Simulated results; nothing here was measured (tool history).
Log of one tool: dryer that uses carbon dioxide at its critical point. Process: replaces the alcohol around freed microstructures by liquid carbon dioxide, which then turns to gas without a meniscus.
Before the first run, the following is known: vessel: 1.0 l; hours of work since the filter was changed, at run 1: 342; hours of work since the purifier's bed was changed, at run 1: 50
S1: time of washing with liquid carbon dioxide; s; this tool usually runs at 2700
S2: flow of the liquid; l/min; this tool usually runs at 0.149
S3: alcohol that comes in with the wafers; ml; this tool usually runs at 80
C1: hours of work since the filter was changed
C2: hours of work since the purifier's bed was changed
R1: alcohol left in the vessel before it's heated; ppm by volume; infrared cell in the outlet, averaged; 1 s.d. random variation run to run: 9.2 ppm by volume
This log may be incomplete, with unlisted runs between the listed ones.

run	day	S1	S2	S3	C1	C2	R1
1	0	2700	0.149	80	342	50	1077
2	0.242	2700	0.149	80	346	55	1119
3	0.492	2700	0.149	80	350	59	1056
4	0.788	2700	0.149	21	355	64	303
5	1.112	2700	0.09	80	361	70	6261
6	1.388	2700	0.149	80	366	75	1125
7	1.729	2700	0.126	80	372	81	2142
8	2.079	2700	0.126	80	378	87	2206
9	2.25	3960	0.149	80	381	90	175
# day 2.362: inlet filter changed
10	2.471	2700	0.149	80	2	93	559
11	2.738	2700	0.149	80	7	97	541
12	3.112	2700	0.149	80	13	104	560
13	3.296	1920	0.149	108	16	107	3098
14	3.538	2940	0.093	80	21	111	2758
15	3.792	2880	0.095	22	25	116	781
16	3.983	2880	0.101	80	28	119	2204
17	4.188	2880	0.149	106	32	123	545
18	4.379	2700	0.123	50	35	126	846
19	4.729	2700	0.224	36	41	132	44
20	5.138	2340	0.13	117	48	139	2902
21	5.375	2340	0.13	117	53	143	2929

What differs in the tool's unlogged condition from the final listed run ahead of each entry between runs to the first listed run following it?
From run 9 to run 10: inlet filter changed (day 2.362)
  flow that reaches the vessel past the clogged filter, %: 84.1 -> 99.3; alcohol in the recycled carbon dioxide, ppm: 13.6 -> 13.9
  what was measured, less what the result would be without the hidden state, R1: +118 -> +29 ppm by volume

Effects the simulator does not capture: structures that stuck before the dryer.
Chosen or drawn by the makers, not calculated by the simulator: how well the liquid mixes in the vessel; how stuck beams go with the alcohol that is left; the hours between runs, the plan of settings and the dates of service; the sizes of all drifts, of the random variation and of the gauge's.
